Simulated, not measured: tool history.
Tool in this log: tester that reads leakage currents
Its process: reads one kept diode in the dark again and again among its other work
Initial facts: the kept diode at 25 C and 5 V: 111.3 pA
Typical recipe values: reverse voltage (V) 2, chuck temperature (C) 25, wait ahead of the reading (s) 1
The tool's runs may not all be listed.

run,hour,reverse voltage (V),chuck temperature (C),wait ahead of the reading (s),current that the tester gives (pA)
1,0,2,25,1,89.25
2,132.5,2,25,1,89.75
3,238.6,2,21,1,67.62
4,353,2,21,1,67.55
5,478,17.52,21,1,155.75
6,594.4,17.52,21,1,157.51
7,706.6,17.52,21,1,158.95
8,838.2,1.77,21,1,66.82
9,974.4,1.77,21,1,67.28
10,1092.2,1.77,21,1,67.47
11,1169.2,1.77,21,1,67.83
12,1284.3,1.77,21,1,68
13,1379.1,1.77,21,1,68.47
14,1454.3,2,22,1,77.33
# hour 1468.6: probe card cleaned and baked
15,1542.8,2,22,1,78.63
16,1668.8,2,22,1,78.92
17,1748.2,2,25,1,98.02
18,1812.6,2,25,6.56,98.71
19,1951.7,2,25,6.56,99.37
# hour 2021.4: chuck's temperature calibrated
20,2092.4,2,25,6.56,84.44
# hour 2165.3: probe card cleaned and baked, once more
21,2238.1,2,25,6.56,81.39
22,2312.7,10.5,25,1.66,144.74
23,2381.4,10.5,25,1.66,145.46
24,2517.8,1.28,45,0.41,287.42
25,2604.6,1.28,45,0.41,287.55
26,2709.4,1.28,48,1.4,351.58
27,2768.6,1.28,48,1.4,353.24
28,2900.2,1.28,48,1.4,355.62
29,2981.8,1.03,29,5.13,90.54
30,3117.6,1.03,41,1.43,209.85
31,3252.3,5.81,40,4.39,358.98
32,3369,1.95,24,0.4,80.12
33,3509.3,1.95,24,0.4,80.76
34,3570,8.01,58,1.01,1269.15
35,3699.6,8.01,24,1.19,133.21
36,3841.3,2.78,29,1,133.15
37,3946.9,3.56,25,0.56,109.29
38,4036.8,3.56,25,0.56,109.9
# hour 4046.5: tester calibrated
39,4122.3,5.72,45,1.91,519.71

Results for each run, recomputed without the tool's hidden state and with each run's random variation untouched:
Hidden state at play: stray current of the dirty probe card, pA a volt; current scale over the true one, %; true chuck temperature over the reading, C; drift of the gauge itself on leakage_pa, %.
run,current that the tester gives (pA)
1,81.71
2,81.63
3,60.63
4,60.19
5,127.88
6,128.35
7,128.46
8,58.19
9,58.18
10,57.97
11,58.05
12,57.85
13,58.01
14,65.27
15,65.33
16,65.13
17,81.44
18,81.73
19,81.76
20,81.47
21,81.36
22,143.89
23,143.94
24,284.31
25,283.33
26,345.04
27,345.76
28,346.41
29,87.36
30,202.11
31,342.45
32,75.44
33,75.52
34,1206.85
35,121.6
36,122.87
37,99.65
38,99.7
39,475.95
